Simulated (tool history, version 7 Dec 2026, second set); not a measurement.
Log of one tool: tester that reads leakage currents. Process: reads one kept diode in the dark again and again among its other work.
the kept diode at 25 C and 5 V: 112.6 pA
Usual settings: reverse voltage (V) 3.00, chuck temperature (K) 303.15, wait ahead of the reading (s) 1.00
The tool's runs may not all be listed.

run,day,reverse voltage (V),chuck temperature (K),wait ahead of the reading (s),current that the tester gives (pA)
1,0.000,3.00,303.15,1.00,135.64
2,3.529,3.00,303.15,1.00,135.47
3,5.262,3.00,303.15,1.00,135.49
4,8.838,3.00,303.15,1.00,135.28
5,11.171,3.00,303.15,1.00,135.71
6,13.421,3.00,303.15,4.21,135.47
7,14.992,3.00,303.15,4.21,135.11
8,17.779,3.00,303.15,1.00,135.34
9,20.858,4.81,303.15,1.00,162.62
10,23.996,4.81,303.15,1.00,162.75
11,27.525,3.00,294.15,1.00,68.65
12,30.583,3.00,297.15,1.00,86.43
13,34.046,1.18,294.15,0.81,47.69
14,37.771,4.48,303.15,1.69,157.70
15,39.900,1.97,303.15,1.50,114.69
16,42.350,1.97,303.15,1.50,114.41
17,45.558,9.73,333.15,9.06,1578.67
18,47.362,9.73,333.15,9.06,1579.70
19,49.333,17.95,326.15,9.06,1291.13
20,52.496,1.21,303.15,3.59,94.59
21,55.708,1.21,303.15,3.59,94.59

Some steps in current that the tester gives (pA) between neighbouring runs. How much of each would the tool show without its hidden state too (settings, what came in, random variation), and how much is left for the hidden state, with any gauge scatter that isn't in both results?
The hidden state here: stray current of the dirty probe card, pA a volt; current scale over the true one, %; true chuck temperature over the reading, C; drift of the gauge itself on leakage_pa, %.
Run 16 -> 17: reverse voltage (V) 1.97 -> 9.73, chuck temperature (K) 303.15 -> 333.15, wait ahead of the reading (s) 1.50 -> 9.06. current that the tester gives (pA) +1464.26: hidden state -8.23, all else +1472.49.
Run 19 -> 20: reverse voltage (V) 17.95 -> 1.21, chuck temperature (K) 326.15 -> 303.15, wait ahead of the reading (s) 9.06 -> 3.59. current that the tester gives (pA) -1196.54: hidden state +4.84, all else -1201.38.
